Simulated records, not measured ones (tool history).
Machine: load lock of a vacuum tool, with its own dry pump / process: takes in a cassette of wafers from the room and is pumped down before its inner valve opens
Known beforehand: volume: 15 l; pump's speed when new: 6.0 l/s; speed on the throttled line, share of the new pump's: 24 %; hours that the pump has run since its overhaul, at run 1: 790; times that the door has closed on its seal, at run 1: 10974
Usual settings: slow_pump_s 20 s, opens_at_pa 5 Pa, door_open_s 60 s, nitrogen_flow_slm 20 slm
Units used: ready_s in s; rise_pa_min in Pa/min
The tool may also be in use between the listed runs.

run      day  slow_pump_s  opens_at_pa  door_open_s  nitrogen_flow_slm  hours that the pump has run since its overhaul  times that the door has closed on its seal  incoming humidity of the room's air, %  ready_s  rise_pa_min
  1    0.000           20            5           60                 20                                             790                                       10974                                    45.1     40.2        0.114
  2    3.650           20            5           60                 20                                             878                                       11285                                    44.7     40.3        0.109
  3   10.092           20            5           60                 20                                            1032                                       11833                                    47.1     40.5        0.119
  4   15.617           20            5           60                 20                                            1165                                       12303                                    46.2     40.3        0.121
  5   20.571           20            5           60                 20                                            1284                                       12725                                    47.4     40.5        0.124
  6   26.475           20           10           60                 20                                            1426                                       13228                                    45.9     38.6        0.123
  7   30.817           20           10           60                 20                                            1530                                       13597                                    45.0     38.2        0.119
  8   36.062           20            5           60                 20                                            1656                                       14044                                    43.5     40.3        0.124
  9   40.462           23            5           60                 20                                            1761                                       14418                                    44.4     43.2        0.134
 10   45.562           23            5           60                 20                                            1884                                       14852                                    46.2     42.9        0.138
 11   50.017           23            5           60                 20                                            1991                                       15232                                    43.2     42.8        0.129
 12   54.892           23            5           60                 20                                            2108                                       15647                                    41.9     42.7        0.129
 13   58.158           23            5           60                 20                                            2186                                       15925                                    44.0     43.0        0.135
 14   62.754           23            5           46                 20                                            2296                                       16316                                    46.1     42.9        0.136
 15   66.046           20            5           55                 20                                            2375                                       16596                                    42.8     40.6        0.137
 16   69.762           37            5           60                 21                                            2464                                       16912                                    47.2     53.6        0.155
 17   75.438           20            8           60                 20                                            2601                                       17396                                    45.4     39.3        0.149
 18   82.150           20            8           60                 20                                            2762                                       17967                                    46.7     39.6        0.157
 19   87.338           29            8           77                 20                                            2886                                       18409                                    44.9     46.0        0.169
 20   91.638           20            5          154                  8                                            2989                                       18775                                    43.5     40.7        0.220
 21   98.596           39           10           48                 13                                            3156                                       19367                                    42.2     53.2        0.165
 22  103.596           15            8           32                 45                                            3276                                       19793                                    44.0     35.7        0.131
 23  107.183           20            5           60                  5                                            3363                                       20098                                    41.2     41.0        0.184
 24  112.550           20            5           60                  5                                            3491                                       20555                                    44.1     40.8        0.202
 25  117.250           34            5           60                 20                                            3604                                       20955                                    46.2     51.6        0.176
 26  123.892           30            5           60                 10                                            3764                                       21520                                    44.9     48.7        0.190

Pick out some run-to-run changes in ready_s. Of each, how much would a tool without hidden state show as well, from the settings, what came in and chance, and how much is left for the hidden state and any gauge scatter not in both results compared?
Hidden state present: pump's speed, % of a new pump's; leak at the door's seal, Pa l/s; drift of the gauge itself on ready_s, %; drift of the gauge itself on rise_pa_min, %.
Run 16 -> 17: slow_pump_s 37 -> 20, opens_at_pa 5 -> 8, nitrogen_flow_slm 21 -> 20. ready_s -14.3 s: hidden state +0.1, all else -14.4.
Run 20 -> 21: slow_pump_s 20 -> 39, opens_at_pa 5 -> 10, door_open_s 154 -> 48, nitrogen_flow_slm 8 -> 13. ready_s +12.5 s: hidden state -0.2, all else +12.7.
Run 21 -> 22: slow_pump_s 39 -> 15, opens_at_pa 10 -> 8, door_open_s 48 -> 32, nitrogen_flow_slm 13 -> 45. ready_s -17.5 s: hidden state +0.2, all else -17.7.
